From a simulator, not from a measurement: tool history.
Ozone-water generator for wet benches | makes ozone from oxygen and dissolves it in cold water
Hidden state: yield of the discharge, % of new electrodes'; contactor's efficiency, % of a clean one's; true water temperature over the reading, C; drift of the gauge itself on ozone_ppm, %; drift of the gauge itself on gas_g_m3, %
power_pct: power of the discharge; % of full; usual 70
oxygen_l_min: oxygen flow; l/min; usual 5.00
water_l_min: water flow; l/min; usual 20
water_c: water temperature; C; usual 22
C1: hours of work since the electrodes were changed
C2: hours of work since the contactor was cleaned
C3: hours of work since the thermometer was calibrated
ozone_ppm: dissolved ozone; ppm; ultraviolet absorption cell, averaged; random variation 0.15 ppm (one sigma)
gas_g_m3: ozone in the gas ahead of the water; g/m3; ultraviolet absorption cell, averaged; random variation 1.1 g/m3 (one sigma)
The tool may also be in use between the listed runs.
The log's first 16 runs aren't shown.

Run 17, hour 743.7: usual settings; C1 1169; C2 3995; C3 3949. Result: ozone_ppm 16.6 ppm, gas_g_m3 190.5 g/m3.
Run 18, hour 794.6: usual settings but oxygen_l_min 4.13 l/min, water_l_min 31 l/min, water_c 14 C; C1 1206; C2 4033; C3 3987. Result: ozone_ppm 11.7 ppm, gas_g_m3 210.3 g/m3.
Run 19, hour 856.5: usual settings but power_pct 86 % of full, oxygen_l_min 4.13 l/min, water_l_min 31 l/min, water_c 23 C; C1 1252; C2 4078; C3 4032. Result: ozone_ppm 13.0 ppm, gas_g_m3 246.4 g/m3.
Run 20, hour 892.0: usual settings but power_pct 86 % of full, oxygen_l_min 4.13 l/min, water_l_min 31 l/min, water_c 23 C; C1 1278; C2 4104; C3 4058. Result: ozone_ppm 12.8 ppm, gas_g_m3 247.5 g/m3.
Run 21, hour 950.6: usual settings but power_pct 86 % of full, oxygen_l_min 4.13 l/min, water_l_min 31 l/min, water_c 23 C; C1 1321; C2 4148; C3 4102. Result: ozone_ppm 12.8 ppm, gas_g_m3 247.8 g/m3.
Run 22, hour 984.0: usual settings but power_pct 81 % of full, oxygen_l_min 5.44 l/min, water_l_min 13 l/min, water_c 21 C; C1 1346; C2 4172; C3 4126. Result: ozone_ppm 26.1 ppm, gas_g_m3 203.2 g/m3.
Run 23, hour 1026.5: usual settings but water_l_min 12 l/min; C1 1377; C2 4204; C3 4158. Result: ozone_ppm 23.8 ppm, gas_g_m3 187.3 g/m3.
Run 24, hour 1062.8: usual settings but oxygen_l_min 5.58 l/min, water_l_min 31 l/min, water_c 14 C; C1 1404; C2 4230; C3 4184. Result: ozone_ppm 12.4 ppm, gas_g_m3 177.5 g/m3.
Run 25, hour 1129.3: usual settings but oxygen_l_min 5.58 l/min, water_l_min 31 l/min, water_c 14 C; C1 1453; C2 4279; C3 4233. Result: ozone_ppm 12.4 ppm, gas_g_m3 176.5 g/m3.
Run 26, hour 1164.4: usual settings but oxygen_l_min 5.58 l/min, water_l_min 31 l/min, water_c 14 C; C1 1479; C2 4305; C3 4259. Result: ozone_ppm 12.3 ppm, gas_g_m3 176.3 g/m3.
Run 27, hour 1217.2: usual settings but oxygen_l_min 6.56 l/min, water_l_min 23 l/min; C1 1518; C2 4344; C3 4298. Result: ozone_ppm 14.4 ppm, gas_g_m3 163.5 g/m3.
Run 28, hour 1285.3: usual settings but oxygen_l_min 6.70 l/min; C1 1568; C2 4394; C3 4348. Result: ozone_ppm 15.7 ppm, gas_g_m3 157.8 g/m3.
Run 29, hour 1342.3: usual settings but power_pct 93 % of full, oxygen_l_min 5.75 l/min; C1 1610; C2 4436; C3 4390. Result: ozone_ppm 20.7 ppm, gas_g_m3 223.4 g/m3.
At hour 1350.3: contactor cleaned.
Run 30, hour 1376.5: usual settings but power_pct 93 % of full, oxygen_l_min 5.75 l/min; C1 1632; C2 19; C3 4413. Result: ozone_ppm 21.9 ppm, gas_g_m3 219.5 g/m3.
Run 31, hour 1438.1: usual settings but power_pct 93 % of full, oxygen_l_min 5.75 l/min; C1 1678; C2 65; C3 4458. Result: ozone_ppm 21.7 ppm, gas_g_m3 215.9 g/m3.
Run 32, hour 1486.0: usual settings but power_pct 93 % of full, oxygen_l_min 5.75 l/min, water_c 24 C; C1 1713; C2 100; C3 4493. Result: ozone_ppm 21.1 ppm, gas_g_m3 218.5 g/m3.

4 ways to go on from here, each from the tool as it stands after run 32. What would each give?
At hour 1530.1: water thermometer calibrated.
Run A, hour 1540.2: usual settings but oxygen_l_min 8.97 l/min, water_c 15 C; C1 1752; C2 140; C3 7. Result: ozone_ppm ?, gas_g_m3 ?.
At hour 1530.1: water thermometer calibrated.
Run B, hour 1540.2: usual settings but power_pct 67 % of full, oxygen_l_min 5.75 l/min, water_c 24 C; C1 1752; C2 140; C3 7. Result: ozone_ppm ?, gas_g_m3 ?.
At hour 1530.1: water thermometer calibrated.
Run C, hour 1540.2: usual settings but power_pct 54 % of full, oxygen_l_min 5.75 l/min, water_c 27 C; C1 1752; C2 140; C3 7. Result: ozone_ppm ?, gas_g_m3 ?.
At hour 1530.1: water thermometer calibrated.
Run D, hour 1540.2: usual settings but power_pct 93 % of full, oxygen_l_min 8.03 l/min, water_l_min 22 l/min, water_c 24 C; C1 1752; C2 140; C3 7. Result: ozone_ppm ?, gas_g_m3 ?.

run  ozone_ppm  gas_g_m3
  A       18.9     134.3
  B       15.9     163.6
  C       12.5     137.0
  D       19.0     181.5
Without the tool's hidden state the same runs would have given:
run  ozone_ppm  gas_g_m3
  A       20.5     145.9
  B       17.3     177.2
  C       13.4     146.0
  D       21.1     201.5

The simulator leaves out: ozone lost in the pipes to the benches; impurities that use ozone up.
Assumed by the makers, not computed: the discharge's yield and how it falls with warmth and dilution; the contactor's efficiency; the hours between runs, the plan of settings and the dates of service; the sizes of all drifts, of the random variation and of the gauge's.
